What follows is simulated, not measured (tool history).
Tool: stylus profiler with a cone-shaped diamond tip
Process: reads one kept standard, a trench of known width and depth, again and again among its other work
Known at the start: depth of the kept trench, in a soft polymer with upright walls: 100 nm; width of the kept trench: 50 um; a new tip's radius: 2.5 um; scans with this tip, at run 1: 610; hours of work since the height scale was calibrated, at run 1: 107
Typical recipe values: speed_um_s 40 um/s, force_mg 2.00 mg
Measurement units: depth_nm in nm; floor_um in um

run	hour	speed_um_s	force_mg	scans with this tip	hours of work since the height scale was calibrated	depth_nm	floor_um
1	0.0	40	2.00	610	107	100.71	48.44
2	16.8	40	2.00	658	116	101.08	48.52
3	31.0	40	2.00	699	123	100.64	48.40
4	44.8	40	1.65	738	130	100.68	48.46
5	56.8	32	2.00	773	136	100.79	48.47
6	71.0	40	2.00	813	143	100.74	48.50
7	81.1	40	2.00	842	148	100.97	48.52
8	96.5	14	2.00	886	156	100.79	48.54
9	115.3	14	2.00	940	166	100.63	48.53
10	130.6	10	2.00	984	173	100.90	48.57
11	143.3	10	2.00	1020	180	100.85	48.54
12	165.3	10	5.05	1083	191	101.48	48.48
13	180.6	146	2.00	1127	198	100.84	48.17
14	195.3	146	2.00	1169	206	100.57	48.17
15	204.8	146	2.00	1196	211	100.87	48.17
16	217.5	40	2.00	1232	217	100.67	48.45
17	238.9	40	2.00	1294	228	100.85	48.46
18	252.8	40	5.22	1334	235	101.51	48.49
19	273.7	40	5.22	1393	245	101.56	48.54
20	293.8	37	5.80	1451	255	101.70	48.53
21	306.1	37	5.80	1486	262	101.50	48.53
# hour 308.2: height scale calibrated on a step standard
22	323.1	37	5.80	1533	8	101.49	48.47
23	338.7	37	5.80	1578	15	101.66	48.52
24	359.7	119	1.45	1638	26	100.61	48.25
25	371.7	119	5.27	1672	32	101.49	48.36
26	390.0	33	1.64	1724	41	100.74	48.42
27	399.4	158	2.35	1751	46	100.82	48.17
28	409.5	158	1.09	1780	51	100.23	47.97
29	424.4	23	3.27	1823	59	101.17	48.52
30	434.3	23	3.27	1851	64	101.10	48.48
# hour 438.3: height scale calibrated on a step standard, once more
31	451.9	20	3.80	1900	7	101.35	48.52
32	467.8	20	3.80	1946	15	101.11	48.59
33	479.2	55	1.57	1978	21	100.61	48.44
34	501.2	19	1.19	2041	32	100.62	48.48
35	522.3	109	1.18	2101	42	100.59	48.23
36	534.6	98	3.70	2137	48	101.05	48.39

Branching from run 36: 5 alternative next runs. What would each branch give?
A	544.1	117	4.53	2164	53	?	?
B	544.1	113	0.68	2164	53	?	?
C	544.1	42	1.03	2164	53	?	?
D	544.1	40	2.01	2164	53	?	?
E	544.1	22	1.72	2164	53	?	?

run	depth_nm	floor_um
A	101.36	48.32
B	100.34	48.03
C	100.55	48.42
D	100.71	48.43
E	100.57	48.38
With the hidden condition removed and each run's random variation left untouched, the same runs would have given:
run	depth_nm	floor_um
A	101.38	48.37
B	100.37	48.08
C	100.57	48.47
D	100.74	48.49
E	100.60	48.43

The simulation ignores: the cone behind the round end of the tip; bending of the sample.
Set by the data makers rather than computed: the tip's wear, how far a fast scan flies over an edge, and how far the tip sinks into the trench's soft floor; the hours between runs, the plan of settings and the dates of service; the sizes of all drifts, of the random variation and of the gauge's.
